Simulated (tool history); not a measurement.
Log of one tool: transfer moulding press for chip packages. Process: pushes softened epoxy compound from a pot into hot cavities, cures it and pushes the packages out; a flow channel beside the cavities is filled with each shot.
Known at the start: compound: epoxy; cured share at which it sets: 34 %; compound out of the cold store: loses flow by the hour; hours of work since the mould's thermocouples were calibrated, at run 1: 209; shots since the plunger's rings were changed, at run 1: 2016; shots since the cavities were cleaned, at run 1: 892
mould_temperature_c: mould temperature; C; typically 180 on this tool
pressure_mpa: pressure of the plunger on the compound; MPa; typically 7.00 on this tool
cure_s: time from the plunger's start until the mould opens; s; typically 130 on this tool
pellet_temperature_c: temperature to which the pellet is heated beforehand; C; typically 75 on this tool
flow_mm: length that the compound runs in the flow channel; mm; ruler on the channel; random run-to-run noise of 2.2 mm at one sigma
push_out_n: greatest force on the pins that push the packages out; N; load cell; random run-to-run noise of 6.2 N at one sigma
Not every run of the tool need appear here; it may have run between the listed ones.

run     day  mould_temperature_c  pressure_mpa  cure_s  pellet_temperature_c  hours of work since the mould's thermocouples were calibrated  shots since the plunger's rings were changed  shots since the cavities were cleaned  incoming compound's hours out of the cold store  flow_mm  push_out_n
  1   0.000                  180          7.00     130                    75                                                            209                                          2016                                    892                                             37.3      547         325
  2   0.358                  180          7.00     114                    75                                                            215                                          2105                                    981                                             47.8      522         357
      0.454  -- cavities cleaned with cleaning compound and waxed
  3   1.112                  180          7.00     130                    80                                                            227                                          2277                                    164                                             25.1      580         264
  4   1.712                  180          7.00     130                    80                                                            236                                          2425                                    312                                             21.4      590         278
  5   2.054                  180          5.99     130                    75                                                            242                                          2510                                    397                                             13.2      569         298
  6   2.658                  180          5.99     130                    75                                                            252                                          2660                                    547                                             22.2      541         313
  7   3.129                  180          5.99     130                    75                                                            259                                          2778                                    665                                             31.3      518         312
  8   3.742                  180          7.00     130                    75                                                            269                                          2930                                    817                                             14.3      606         332
  9   4.162                  176          7.00     130                    75                                                            276                                          3034                                    921                                             22.9      591         390
      4.504  -- cavities cleaned with cleaning compound and waxed
 10   4.975                  180          7.00     130                    75                                                            288                                          3221                                    117                                             10.7      618         263
 11   5.475                  180          7.00     130                    72                                                            296                                          3345                                    241                                             33.9      544         274
 12   5.950                  180          7.00     130                    75                                                            304                                          3463                                    359                                             16.4      593         292
      6.404  -- plunger's sealing rings changed
 13   6.629                  178          7.00     130                    75                                                            313                                            56                                    502                                             29.7      586         334
 14   7.058                  178          7.00     130                    75                                                            320                                           163                                    609                                             13.0      642         349
      7.212  -- mould's thermocouples calibrated
 15   7.792                  178          7.00     130                    75                                                              9                                           324                                    770                                              9.6      657         374
 16   8.108                  179          7.00     132                    75                                                             15                                           403                                    849                                             14.2      632         345
 17   8.492                  179          7.00     132                    75                                                             21                                           498                                    944                                             13.7      631         344
      8.612  -- mould's thermocouples calibrated, once more
      8.838  -- cavities cleaned with cleaning compound and waxed
 18   9.067                  179          7.00     132                    75                                                              6                                           604                                     57                                             22.7      602         249
 19   9.400                  179          7.00     132                    75                                                             12                                           687                                    140                                             34.2      567         268
 20  10.100                  179          7.00     132                    75                                                             23                                           862                                    315                                             46.7      531         265
 21  10.592                  179          7.00     116                    66                                                             31                                           984                                    437                                             22.9      598         363
 22  11.242                  173          7.00     123                    71                                                             42                                          1145                                    598                                             15.1      638         518
 23  11.625                  176          7.16     145                    71                                                             48                                          1241                                    694                                             42.7      550         307
 24  12.158                  180          5.67     130                    75                                                             57                                          1373                                    826                                             24.7      529         325
 25  12.692                  180          5.67     130                    75                                                             65                                          1506                                    959                                             21.3      536         326
     12.867  -- cavities cleaned with cleaning compound and waxed
 26  13.467                  178          7.85     149                    75                                                             77                                          1683                                    149                                             44.1      564         221
 27  14.208                  178          7.85     149                    75                                                             89                                          1867                                    333                                             10.7      672         272
 28  14.858                  178          7.56     149                    66                                                             99                                          2028                                    494                                             14.4      641         265
 29  15.333                  178          7.56     149                    66                                                            107                                          2147                                    613                                             39.1      565         285

What if the next run were any one of these 3? Each begins from the tool's condition after run 29:
  A  16.008                  180          6.48     157                    79                                                            118                                          2314                                    780                                             45.9        ?           ?
  B  16.008                  182          8.45     141                    66                                                            118                                          2314                                    780                                             27.7        ?           ?
  C  16.008                  178          7.95     129                    71                                                            118                                          2314                                    780                                             20.9        ?           ?

run  flow_mm  push_out_n
  A      500         268
  B      621         278
  C      634         360
What these runs would have given with no unlogged condition in the tool:
run  flow_mm  push_out_n
  A      515         207
  B      639         213
  C      652         276

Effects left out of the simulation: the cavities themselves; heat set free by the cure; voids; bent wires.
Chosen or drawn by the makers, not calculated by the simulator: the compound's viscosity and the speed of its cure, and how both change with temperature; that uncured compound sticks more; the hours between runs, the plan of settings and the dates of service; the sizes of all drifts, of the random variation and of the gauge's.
